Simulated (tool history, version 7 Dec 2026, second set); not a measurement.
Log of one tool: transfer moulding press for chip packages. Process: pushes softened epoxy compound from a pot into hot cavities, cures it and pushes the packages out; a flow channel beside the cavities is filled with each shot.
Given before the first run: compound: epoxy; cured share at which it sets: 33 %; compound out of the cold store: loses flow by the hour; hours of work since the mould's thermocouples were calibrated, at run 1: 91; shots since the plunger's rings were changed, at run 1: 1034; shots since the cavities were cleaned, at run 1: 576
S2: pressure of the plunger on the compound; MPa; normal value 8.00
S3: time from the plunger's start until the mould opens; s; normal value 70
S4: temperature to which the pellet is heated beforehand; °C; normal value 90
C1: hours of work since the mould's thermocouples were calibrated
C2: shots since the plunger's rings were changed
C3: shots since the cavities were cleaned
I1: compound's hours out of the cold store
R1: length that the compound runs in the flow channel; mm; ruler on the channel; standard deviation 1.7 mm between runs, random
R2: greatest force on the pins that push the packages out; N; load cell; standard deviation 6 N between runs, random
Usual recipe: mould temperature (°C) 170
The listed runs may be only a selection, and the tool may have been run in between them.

run 1 day=0.000 | mould_temperature_(°C)=170 S2=8.00 S3=70 S4=90 | C1=91 C2=1034 C3=576 | I1=25.0 | R1=707 R2=291
-- day=0.171 cavities cleaned with cleaning compound and waxed
run 2 day=1.212 | mould_temperature_(°C)=170 S2=8.00 S3=70 S4=90 | C1=110 C2=1554 C3=472 | I1=34.7 | R1=685 R2=343
-- day=1.692 cavities cleaned with cleaning compound and waxed
run 3 day=2.779 | mould_temperature_(°C)=170 S2=8.00 S3=70 S4=90 | C1=136 C2=2234 C3=491 | I1=17.0 | R1=726 R2=287
-- day=3.121 cavities cleaned with cleaning compound and waxed
run 4 day=4.142 | mould_temperature_(°C)=170 S2=8.00 S3=70 S4=90 | C1=158 C2=2823 C3=463 | I1=46.1 | R1=653 R2=274
-- day=4.612 cavities cleaned with cleaning compound and waxed
-- day=5.038 plunger's sealing rings changed
-- day=5.321 cavities cleaned with cleaning compound and waxed, once more
run 5 day=5.658 | mould_temperature_(°C)=163 S2=8.00 S3=70 S4=90 | C1=180 C2=251 C3=153 | I1=36.9 | R1=710 R2=376
-- day=6.771 cavities cleaned with cleaning compound and waxed
run 6 day=6.908 | mould_temperature_(°C)=163 S2=8.00 S3=70 S4=90 | C1=200 C2=789 C3=63 | I1=18.7 | R1=755 R2=376
run 7 day=7.667 | mould_temperature_(°C)=163 S2=8.00 S3=70 S4=90 | C1=213 C2=1131 C3=405 | I1=47.7 | R1=682 R2=426
-- day=8.200 cavities cleaned with cleaning compound and waxed
run 8 day=9.175 | mould_temperature_(°C)=175 S2=8.00 S3=70 S4=90 | C1=238 C2=1785 C3=441 | I1=30.5 | R1=685 R2=247
-- day=9.692 cavities cleaned with cleaning compound and waxed
run 9 day=10.567 | mould_temperature_(°C)=175 S2=8.00 S3=69 S4=90 | C1=260 C2=2385 C3=394 | I1=33.1 | R1=675 R2=230
-- day=11.142 cavities cleaned with cleaning compound and waxed
run 10 day=12.029 | mould_temperature_(°C)=175 S2=8.00 S3=69 S4=90 | C1=284 C2=3019 C3=401 | I1=41.6 | R1=650 R2=234
-- day=12.321 plunger's sealing rings changed
-- day=12.750 cavities cleaned with cleaning compound and waxed
run 11 day=12.921 | mould_temperature_(°C)=170 S2=8.00 S3=82 S4=99 | C1=297 C2=244 C3=79 | I1=14.3 | R1=745 R2=203
-- day=14.229 cavities cleaned with cleaning compound and waxed
run 12 day=14.438 | mould_temperature_(°C)=170 S2=8.00 S3=82 S4=99 | C1=321 C2=900 C3=93 | I1=38.1 | R1=682 R2=212
-- day=15.688 cavities cleaned with cleaning compound and waxed
run 13 day=15.700 | mould_temperature_(°C)=163 S2=6.29 S3=88 S4=98 | C1=342 C2=1443 C3=6 | I1=46.5 | R1=601 R2=211
run 14 day=16.788 | mould_temperature_(°C)=174 S2=6.29 S3=72 S4=92 | C1=360 C2=1934 C3=497 | I1=21.2 | R1=627 R2=245
-- day=17.192 cavities cleaned with cleaning compound and waxed
run 15 day=17.925 | mould_temperature_(°C)=174 S2=6.29 S3=72 S4=92 | C1=379 C2=2422 C3=332 | I1=44.8 | R1=576 R2=229
-- day=18.688 cavities cleaned with cleaning compound and waxed
run 16 day=19.467 | mould_temperature_(°C)=175 S2=8.11 S3=57 S4=90 | C1=404 C2=3091 C3=353 | I1=46.6 | R1=644 R2=277
-- day=19.658 plunger's sealing rings changed
-- day=20.262 cavities cleaned with cleaning compound and waxed
run 17 day=21.142 | mould_temperature_(°C)=175 S2=8.11 S3=57 S4=90 | C1=430 C2=643 C3=397 | I1=8.8 | R1=749 R2=304

5 ways to go on from here, each from the tool as it stands after run 17. What would each give?
-- day=21.696 cavities cleaned with cleaning compound and waxed
run A day=22.288 | mould_temperature_(°C)=175 S2=8.29 S3=57 S4=94 | C1=448 C2=1132 C3=267 | I1=35.5 | R1=? R2=?
-- day=21.696 cavities cleaned with cleaning compound and waxed
run B day=22.288 | mould_temperature_(°C)=175 S2=8.11 S3=57 S4=95 | C1=448 C2=1132 C3=267 | I1=31.0 | R1=? R2=?
-- day=21.696 cavities cleaned with cleaning compound and waxed
run C day=22.288 | mould_temperature_(°C)=169 S2=7.34 S3=57 S4=90 | C1=448 C2=1132 C3=267 | I1=31.0 | R1=? R2=?
-- day=21.696 cavities cleaned with cleaning compound and waxed
run D day=22.288 | mould_temperature_(°C)=178 S2=8.11 S3=62 S4=90 | C1=448 C2=1132 C3=267 | I1=37.3 | R1=? R2=?
-- day=21.696 cavities cleaned with cleaning compound and waxed
run E day=22.288 | mould_temperature_(°C)=175 S2=6.65 S3=57 S4=90 | C1=448 C2=1132 C3=267 | I1=28.5 | R1=? R2=?

run=A R1=686 R2=272
run=B R1=688 R2=289
run=C R1=672 R2=421
run=D R1=665 R2=231
run=E R1=630 R2=300
What these runs would have given with no unlogged condition in the tool:
run=A R1=693 R2=225
run=B R1=695 R2=239
run=C R1=678 R2=346
run=D R1=671 R2=191
run=E R1=636 R2=249
